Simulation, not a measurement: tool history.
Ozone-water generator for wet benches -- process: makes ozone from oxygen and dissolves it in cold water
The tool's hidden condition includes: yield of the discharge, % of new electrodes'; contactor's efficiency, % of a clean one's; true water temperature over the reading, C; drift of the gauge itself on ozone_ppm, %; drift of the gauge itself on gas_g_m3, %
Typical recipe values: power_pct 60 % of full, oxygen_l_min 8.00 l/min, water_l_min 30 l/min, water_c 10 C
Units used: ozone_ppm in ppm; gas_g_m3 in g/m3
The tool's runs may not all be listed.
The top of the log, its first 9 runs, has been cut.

run    hour  power_pct  oxygen_l_min  water_l_min  water_c  hours of work since the electrodes were changed  hours of work since the contactor was cleaned  hours of work since the thermometer was calibrated  ozone_ppm  gas_g_m3
 10   390.8         55          5.40           30       10                                             2042                                           2741                                                2870       19.1     188.3
 11   439.1         55          5.40           30       10                                             2080                                           2780                                                2909       19.3     188.3
 12   485.5         55          5.40           30       10                                             2118                                           2817                                                2946       19.2     190.0
 13   528.2         55          5.40           28       10                                             2152                                           2851                                                2980       20.5     189.8
 14   590.6         55          5.40           28       10                                             2202                                           2901                                                3030       20.5     190.8
 15   638.3         55          5.40           28       10                                             2240                                           2939                                                3068       20.7     189.9
 16   708.5         55          5.40           28       10                                             2296                                           2995                                                3124       20.5     192.0
 17   743.9         57         13.39           37       10                                             2324                                           3023                                                3152       16.0     106.7
 18   811.0         57         13.39           39        6                                             2378                                           3077                                                3206       16.1     107.4
 19   862.9         57         13.39           39        6                                             2419                                           3118                                                3247       16.2     107.6
      914.0  -- gauge calibrated
 20   914.3         56         13.39           43        6                                             2460                                           3160                                                3288       14.4     103.0
 21   982.8         56         13.39           43        6                                             2515                                           3214                                                3343       14.5     103.2
 22  1038.2         42         13.39           43       13                                             2559                                           3259                                                3387       10.2      80.8
 23  1096.6         42         13.39           43       13                                             2606                                           3305                                                3434       10.3      81.6
 24  1150.7         42         13.39           43       13                                             2649                                           3348                                                3477       10.3      81.0
 25  1211.8         85          8.05           28       10                                             2698                                           3397                                                3526       29.1     208.0
 26  1279.9         85          8.05           28       16                                             2753                                           3452                                                3581       26.9     209.4
 27  1324.3         71          4.29           30       12                                             2788                                           3487                                                3616       23.0     273.6
 28  1375.3         71          4.29           36        8                                             2829                                           3528                                                3657       20.3     272.2
 29  1418.8         60          6.02           27       17                                             2864                                           3563                                                3692       20.9     190.1
 30  1466.9         60          6.02           27       17                                             2902                                           3601                                                3730       20.8     191.0
 31  1534.4         61          5.78           30        9                                             2956                                           3655                                                3784       21.1     197.2

Predict each of these 5 candidate next runs independently; none follows another, all start after run 31:
  A  1575.4         60          8.18           24        5                                             2989                                           3688                                                3817          ?         ?
  B  1575.4         99          8.00           18       13                                             2989                                           3688                                                3817          ?         ?
  C  1575.4         60          4.26           30       10                                             2989                                           3688                                                3817          ?         ?
  D  1575.4         73          5.78           30        9                                             2989                                           3688                                                3817          ?         ?
  E  1575.4         60         10.80           30       10                                             2989                                           3688                                                3817          ?         ?

run  ozone_ppm  gas_g_m3
  A       26.2     155.2
  B       43.1     240.8
  C       20.7     239.6
  D       24.5     228.8
  E       19.7     130.1
Stripped of hidden state, with their random variation kept, the same runs would have yielded:
run  ozone_ppm  gas_g_m3
  A       26.2     152.0
  B       43.2     236.0
  C       20.7     234.7
  D       24.5     224.2
  E       19.7     127.5

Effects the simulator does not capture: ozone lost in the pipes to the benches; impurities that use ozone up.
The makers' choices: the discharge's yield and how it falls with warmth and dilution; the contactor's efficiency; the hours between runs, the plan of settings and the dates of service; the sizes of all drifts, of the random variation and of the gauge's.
